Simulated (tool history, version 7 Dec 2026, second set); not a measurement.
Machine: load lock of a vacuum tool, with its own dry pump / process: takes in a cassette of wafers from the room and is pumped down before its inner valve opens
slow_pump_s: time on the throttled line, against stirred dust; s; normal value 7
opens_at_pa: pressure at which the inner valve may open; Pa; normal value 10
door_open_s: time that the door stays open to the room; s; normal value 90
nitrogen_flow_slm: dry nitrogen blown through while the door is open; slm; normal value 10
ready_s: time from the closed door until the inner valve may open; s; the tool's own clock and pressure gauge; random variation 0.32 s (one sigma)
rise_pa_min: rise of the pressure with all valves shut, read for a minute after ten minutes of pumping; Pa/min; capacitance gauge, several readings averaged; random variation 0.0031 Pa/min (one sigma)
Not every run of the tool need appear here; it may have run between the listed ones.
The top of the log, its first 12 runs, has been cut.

run,hour,slow_pump_s,opens_at_pa,door_open_s,nitrogen_flow_slm,"incoming humidity of the room's air, %",ready_s,rise_pa_min
13,750.8,7,10,90,10,43.7,18.1,0.155
14,790.3,7,10,90,10,44.8,18.7,0.159
15,882.9,7,10,90,10,42.6,18.6,0.159
16,951.7,7,10,94,10,43.4,18.0,0.155
17,1023.6,7,10,94,10,47.2,18.1,0.161
18,1119.5,7,10,94,10,45.6,18.0,0.163
19,1179.7,7,10,180,10,44.0,18.1,0.181
20,1231.4,7,10,180,10,48.1,18.1,0.183
21,1281.0,7,10,180,10,47.4,18.7,0.176
22,1369.5,7,10,180,10,49.6,18.3,0.185
23,1436.8,6,10,90,10,40.2,17.4,0.155
24,1486.7,6,17,90,10,44.9,16.6,0.162
25,1542.6,7,10,90,5,44.2,18.3,0.169
26,1619.1,7,13,90,29,46.1,17.3,0.151
27,1690.5,12,8,90,10,45.6,22.5,0.159
28,1787.8,8,10,90,24,44.9,18.9,0.151
29,1846.9,5,10,90,8,45.4,16.9,0.177
30,1939.3,5,10,29,12,45.9,17.0,0.148
31,2011.3,5,10,29,12,47.1,17.0,0.147
32,2059.5,7,15,231,42,46.6,18.1,0.161
33,2130.0,7,14,90,27,46.6,18.3,0.155
34,2211.2,13,13,37,34,44.1,22.4,0.143
35,2304.8,13,13,37,34,45.0,22.1,0.143
36,2365.8,13,7,25,32,43.0,23.4,0.136
37,2448.7,7,10,90,11,48.6,18.0,0.174

Predict each of these 3 candidate next runs independently; none follows another, all start after run 37:
A,2541.9,7,10,90,10,48.0,?,?
B,2541.9,7,17,38,13,43.9,?,?
C,2541.9,7,9,38,11,43.8,?,?

run,ready_s,rise_pa_min
A,18.8,0.174
B,18.0,0.152
C,18.6,0.154
With no hidden state in the tool, these same runs would have given:
run,ready_s,rise_pa_min
A,18.0,0.063
B,17.2,0.042
C,17.8,0.044

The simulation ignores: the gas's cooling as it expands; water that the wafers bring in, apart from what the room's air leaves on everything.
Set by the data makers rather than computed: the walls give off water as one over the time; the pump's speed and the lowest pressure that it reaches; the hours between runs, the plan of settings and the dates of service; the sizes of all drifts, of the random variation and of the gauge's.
